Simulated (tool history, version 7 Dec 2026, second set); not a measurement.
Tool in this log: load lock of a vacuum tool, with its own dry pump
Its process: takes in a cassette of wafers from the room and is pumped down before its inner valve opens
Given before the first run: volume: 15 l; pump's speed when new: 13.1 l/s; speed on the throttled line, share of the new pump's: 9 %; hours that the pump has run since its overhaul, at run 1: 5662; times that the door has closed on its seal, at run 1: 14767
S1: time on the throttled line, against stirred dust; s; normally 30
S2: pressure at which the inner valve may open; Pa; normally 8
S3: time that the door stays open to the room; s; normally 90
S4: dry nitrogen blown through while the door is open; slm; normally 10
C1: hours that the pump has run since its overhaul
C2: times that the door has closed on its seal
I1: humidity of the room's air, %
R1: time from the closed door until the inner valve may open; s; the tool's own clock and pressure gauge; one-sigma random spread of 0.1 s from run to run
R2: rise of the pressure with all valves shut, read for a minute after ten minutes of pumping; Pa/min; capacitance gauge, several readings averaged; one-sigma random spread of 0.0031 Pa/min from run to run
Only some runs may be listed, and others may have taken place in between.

Run 1, hour 0.0: usual settings; C1 5662; C2 14767; I1 42.2. Result: R1 38.3 s, R2 0.139 Pa/min.
Run 2, hour 79.5: usual settings but S4 32 slm; C1 5741; C2 15055; I1 47.9. Result: R1 38.1 s, R2 0.105 Pa/min.
Run 3, hour 171.8: usual settings but S4 32 slm; C1 5833; C2 15390; I1 44.4. Result: R1 38.3 s, R2 0.106 Pa/min.
Run 4, hour 250.1: usual settings but S3 218 s; C1 5912; C2 15675; I1 46.0. Result: R1 38.1 s, R2 0.191 Pa/min.
Run 5, hour 346.3: usual settings but S3 68 s; C1 6008; C2 16024; I1 41.8. Result: R1 38.4 s, R2 0.137 Pa/min.
Run 6, hour 439.0: usual settings; C1 6101; C2 16360; I1 44.8. Result: R1 38.2 s, R2 0.156 Pa/min.
Run 7, hour 529.7: usual settings but S3 54 s; C1 6191; C2 16689; I1 43.2. Result: R1 38.4 s, R2 0.135 Pa/min.
Run 8, hour 618.6: usual settings but S1 20 s; C1 6280; C2 17012; I1 47.5. Result: R1 29.2 s, R2 0.149 Pa/min.
Run 9, hour 707.3: usual settings but S1 20 s; C1 6369; C2 17334; I1 44.8. Result: R1 29.4 s, R2 0.161 Pa/min.
Run 10, hour 814.8: usual settings but S1 20 s; C1 6476; C2 17724; I1 45.7. Result: R1 29.1 s, R2 0.158 Pa/min.
Run 11, hour 924.4: usual settings; C1 6586; C2 18122; I1 43.2. Result: R1 38.4 s, R2 0.166 Pa/min.
Run 12, hour 1013.2: usual settings; C1 6675; C2 18444; I1 40.5. Result: R1 38.2 s, R2 0.153 Pa/min.
Run 13, hour 1119.9: usual settings but S2 12 Pa, S3 82 s; C1 6781; C2 18832; I1 47.1. Result: R1 37.8 s, R2 0.171 Pa/min.
Run 14, hour 1205.6: usual settings but S2 7 Pa, S3 216 s; C1 6867; C2 19143; I1 46.5. Result: R1 38.5 s, R2 0.218 Pa/min.
Run 15, hour 1284.8: usual settings but S1 22 s, S2 7 Pa, S3 216 s, S4 5 slm; C1 6946; C2 19431; I1 43.6. Result: R1 31.1 s, R2 0.241 Pa/min.
Run 16, hour 1372.0: usual settings but S1 22 s, S2 7 Pa, S3 216 s, S4 5 slm; C1 7034; C2 19747; I1 44.3. Result: R1 31.5 s, R2 0.248 Pa/min.
Run 17, hour 1459.3: usual settings but S1 22 s, S2 7 Pa, S3 27 s, S4 5 slm; C1 7121; C2 20064; I1 43.5. Result: R1 31.3 s, R2 0.151 Pa/min.
Run 18, hour 1549.6: usual settings but S1 22 s, S2 7 Pa, S3 27 s, S4 5 slm; C1 7211; C2 20392; I1 45.5. Result: R1 31.4 s, R2 0.152 Pa/min.
Run 19, hour 1635.7: usual settings but S1 22 s, S2 7 Pa, S3 27 s, S4 5 slm; C1 7297; C2 20704; I1 43.3. Result: R1 31.2 s, R2 0.155 Pa/min.
Run 20, hour 1725.9: usual settings but S4 26 slm; C1 7387; C2 21032; I1 43.4. Result: R1 38.3 s, R2 0.152 Pa/min.
Run 21, hour 1792.2: usual settings but S4 26 slm; C1 7454; C2 21272; I1 45.1. Result: R1 38.5 s, R2 0.149 Pa/min.
Run 22, hour 1860.9: usual settings but S1 49 s, S2 9 Pa; C1 7522; C2 21522; I1 44.7. Result: R1 55.3 s, R2 0.188 Pa/min.

Below, each run's measurement less what the same run would have read without the hidden state. Both values contain the same run-to-run variation, but the gauge's scatter may not be the same in both:
Hidden state at play: pump's speed, % of a new pump's; leak at the door's seal, Pa l/s; drift of the gauge itself on ready_s, %; drift of the gauge itself on rise_pa_min, %.
run      R2
  1  +0.056
  2  +0.056
  3  +0.060
  4  +0.060
  5  +0.063
  6  +0.066
  7  +0.065
  8  +0.066
  9  +0.071
 10  +0.072
 11  +0.076
 12  +0.077
 13  +0.080
 14  +0.082
 15  +0.082
 16  +0.086
 17  +0.088
 18  +0.089
 19  +0.091
 20  +0.092
 21  +0.094
 22  +0.096
R1: differs from the measured result by no more than 0.3 s in any run.
